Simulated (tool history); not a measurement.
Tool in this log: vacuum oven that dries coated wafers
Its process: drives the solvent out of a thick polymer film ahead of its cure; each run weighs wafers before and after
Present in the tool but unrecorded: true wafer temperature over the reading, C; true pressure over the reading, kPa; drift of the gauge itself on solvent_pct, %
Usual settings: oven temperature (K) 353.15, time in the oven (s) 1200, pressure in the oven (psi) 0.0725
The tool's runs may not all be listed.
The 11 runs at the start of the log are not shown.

run	hour	oven temperature (K)	time in the oven (s)	pressure in the oven (psi)	hours of work since the thermocouples were calibrated	hours of work since the vacuum gauge was cleaned of residue	solvent left in the film (%)
# hour 832: oven's thermocouples calibrated
12	848.9	349.15	1200	0.0725	13	694	1.23
13	896.3	353.15	1800	0.0725	51	732	0.27
14	994.9	353.15	1800	0.0725	129	809	0.31
15	1053.3	353.15	1860	0.0725	175	855	0.28
16	1128.4	353.15	1860	0.0725	234	915	0.28
17	1210.4	353.15	1860	0.0725	299	979	0.29
18	1262.1	353.15	1860	0.0725	339	1020	0.3
19	1334.8	353.15	1200	0.2656	397	1077	1.13
20	1377.8	353.15	1200	0.1189	431	1111	0.85
21	1433.5	353.15	1200	0.1189	475	1155	0.87
22	1536.6	353.15	1200	0.1189	556	1237	0.89
# hour 1616.3: oven's thermocouples calibrated
23	1640.1	344.15	1200	0.0725	19	1317	2.62
24	1689.7	344.15	1200	0.0725	58	1356	2.64
25	1740.8	353.15	1020	0.0725	98	1396	1.02
26	1834.8	353.15	1020	0.0725	172	1470	1.04
27	1938.4	353.15	1020	0.0725	254	1552	1.05
28	2036.8	355.15	720	0.0725	332	1630	1.68
29	2126.2	355.15	720	0.0725	402	1700	1.71
30	2173	355.15	720	0.0725	439	1737	1.7
# hour 2244.2: vacuum gauge cleaned of residue and calibrated
31	2245.3	355.15	720	0.0725	495	1	1.59
32	2319.4	355.15	720	0.0725	554	59	1.64
# hour 2403.8: oven's thermocouples calibrated
33	2411.1	367.15	1140	0.0419	6	130	0.06
34	2462	346.15	1200	0.0908	46	170	2
35	2550.7	352.15	1260	0.1141	116	240	0.76

What will run 36 give?
36	2600.3	352.15	660	0.0632	155	279	?

Run 36 measured solvent left in the film (%) 2.67.
On a tool with no hidden condition, and with the same random variation, this run would have come out at solvent left in the film (%) 2.61.
